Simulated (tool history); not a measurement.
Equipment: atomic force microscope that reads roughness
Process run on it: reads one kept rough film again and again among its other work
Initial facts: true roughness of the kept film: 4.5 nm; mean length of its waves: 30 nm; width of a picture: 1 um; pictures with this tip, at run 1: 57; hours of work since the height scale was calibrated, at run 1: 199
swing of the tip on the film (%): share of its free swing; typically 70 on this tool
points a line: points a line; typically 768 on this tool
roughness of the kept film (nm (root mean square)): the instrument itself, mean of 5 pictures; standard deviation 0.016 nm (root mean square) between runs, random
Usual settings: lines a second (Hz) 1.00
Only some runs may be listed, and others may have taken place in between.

run,hour,lines a second (Hz),swing of the tip on the film (%),points a line,pictures with this tip,hours of work since the height scale was calibrated,roughness of the kept film (nm (root mean square))
1,0.0,1.00,70,768,57,199,3.593
2,7.1,1.00,70,768,71,204,3.542
3,15.3,1.00,70,768,87,210,3.481
4,22.5,1.00,70,768,102,215,3.426
5,28.3,1.00,70,768,113,219,3.379
6,39.6,1.00,70,768,135,227,3.295
7,45.9,1.00,70,768,148,232,3.245
8,56.3,1.00,59,768,168,239,3.297
9,65.6,1.00,59,768,187,246,3.191
10,70.5,1.00,59,768,196,250,3.182
11,77.9,1.00,70,768,211,255,3.045
12,88.8,1.00,70,768,233,263,2.978
# hour 98.2: new tip fitted
13,100.4,1.00,70,768,4,271,3.856
14,111.9,1.00,70,768,27,279,3.776
15,122.6,1.00,70,768,48,287,3.686
16,128.7,1.00,70,768,60,291,3.613
17,138.1,1.00,70,768,79,298,3.578
18,145.2,1.00,70,768,93,303,3.509
19,150.5,3.41,70,345,103,307,3.063
20,158.6,3.41,70,345,119,313,2.996
21,168.0,2.82,87,847,138,320,2.570
22,176.4,2.82,87,847,154,326,2.522
# hour 177.9: height scale calibrated on a step standard
23,185.5,0.95,69,538,170,5,3.232
24,195.5,0.95,69,538,190,13,3.203
25,205.2,1.89,60,538,209,20,3.089
26,210.5,1.89,60,538,220,24,3.072
27,220.1,0.92,70,679,239,30,3.023
# hour 226.4: new tip fitted
28,226.9,1.00,70,839,1,35,3.892
# hour 237.2: height scale calibrated on a step standard, once more
29,237.7,2.74,70,283,20,0,3.408
30,246.9,2.74,70,283,38,7,3.331
31,256.4,2.74,70,283,57,14,3.237
32,266.2,2.74,70,283,76,21,3.194
33,273.8,2.74,70,283,92,26,3.148
34,282.9,2.74,70,283,109,33,3.074
35,293.2,1.83,87,262,130,40,2.786
36,301.9,0.77,58,768,147,47,3.381

For each run, the measured value with the value that run would have given without the tool's hidden condition subtracted. The run-to-run variation is shared by both, the gauge scatter possibly not:
The tool's hidden condition here consists of: radius of the tip, nm; height scale over the true one, %; drift of the gauge itself on roughness_nm, %.
run,roughness of the kept film (nm (root mean square))
1,-0.280
2,-0.333
3,-0.396
4,-0.453
5,-0.494
6,-0.571
7,-0.615
8,-0.702
9,-0.756
10,-0.787
11,-0.815
12,-0.878
13,+0.001
14,-0.102
15,-0.192
16,-0.243
17,-0.323
18,-0.371
19,-0.359
20,-0.408
21,-0.404
22,-0.451
23,-0.634
24,-0.707
25,-0.753
26,-0.793
27,-0.856
28,+0.021
29,-0.090
30,-0.171
31,-0.246
32,-0.314
33,-0.365
34,-0.419
35,-0.450
36,-0.620
